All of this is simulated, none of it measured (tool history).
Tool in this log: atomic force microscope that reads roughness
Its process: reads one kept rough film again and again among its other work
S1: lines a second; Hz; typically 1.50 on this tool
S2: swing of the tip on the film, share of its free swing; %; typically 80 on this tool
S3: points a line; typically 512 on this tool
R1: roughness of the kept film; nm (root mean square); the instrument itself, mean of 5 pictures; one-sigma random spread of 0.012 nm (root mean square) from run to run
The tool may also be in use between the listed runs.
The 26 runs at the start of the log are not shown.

-- hour=385.0 new tip fitted
run 27 hour=394.7 | S1=1.50 S2=71 S3=512 | R1=2.889
run 28 hour=404.2 | S1=1.50 S2=71 S3=414 | R1=2.768
run 29 hour=427.3 | S1=1.50 S2=83 S3=414 | R1=2.324
run 30 hour=444.5 | S1=0.77 S2=80 S3=512 | R1=2.403
run 31 hour=457.2 | S1=0.77 S2=80 S3=512 | R1=2.294
run 32 hour=479.1 | S1=3.46 S2=61 S3=512 | R1=2.061
-- hour=483.6 new tip fitted
run 33 hour=495.0 | S1=0.75 S2=73 S3=749 | R1=3.008
run 34 hour=507.3 | S1=1.50 S2=75 S3=944 | R1=2.662
run 35 hour=525.8 | S1=1.50 S2=75 S3=944 | R1=2.454

Below are 3 alternative next runs, each starting from the tool's condition after run 35. Predict each:
run A hour=537.5 | S1=3.72 S2=58 S3=542 | R1=?
run B hour=537.5 | S1=3.57 S2=86 S3=433 | R1=?
run C hour=537.5 | S1=2.11 S2=82 S3=426 | R1=?

run=A R1=2.365
run=B R1=1.723
run=C R1=2.075
Take away the tool's hidden state, keep each run's random variation, and the runs would have read:
run=A R1=3.036
run=B R1=2.211
run=C R1=2.665

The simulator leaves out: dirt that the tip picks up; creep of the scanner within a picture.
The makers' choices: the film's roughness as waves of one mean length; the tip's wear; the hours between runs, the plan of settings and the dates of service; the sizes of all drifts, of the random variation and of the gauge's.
